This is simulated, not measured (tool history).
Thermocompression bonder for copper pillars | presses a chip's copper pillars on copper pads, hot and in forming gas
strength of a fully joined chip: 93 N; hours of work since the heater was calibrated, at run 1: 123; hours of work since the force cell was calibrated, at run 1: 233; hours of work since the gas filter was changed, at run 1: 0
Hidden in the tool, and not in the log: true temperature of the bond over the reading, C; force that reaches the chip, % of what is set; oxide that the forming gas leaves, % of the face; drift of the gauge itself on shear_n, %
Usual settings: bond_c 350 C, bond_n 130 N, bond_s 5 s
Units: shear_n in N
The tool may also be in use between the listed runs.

run   hour  bond_c  bond_n  bond_s  hours of work since the heater was calibrated  hours of work since the force cell was calibrated  hours of work since the gas filter was changed  shear_n
  1      0     350     130       5                                            123                                                233                                               0     37.3
  2   12.8     350     130       5                                            132                                                242                                               9     37.3
  3   28.9     350     130       5                                            144                                                253                                              20       37
  4   43.1     350     130       5                                            153                                                263                                              30     37.1
  5   55.7     350     105       5                                            162                                                272                                              39     29.5
  6   64.6     350     105       5                                            168                                                278                                              45     29.5
  7   80.2     375     130       5                                            179                                                289                                              56     44.6
  8     91     375     130       5                                            187                                                296                                              63     44.6
  9  101.9     375     125       5                                            194                                                304                                              71     42.8

The next listed run, before its measurement:
 10  115.3     359     107      13                                            204                                                313                                              80        ?

shear_n: 45.9 N
Without the tool's hidden state the same run would have given shear_n 45.3 N.
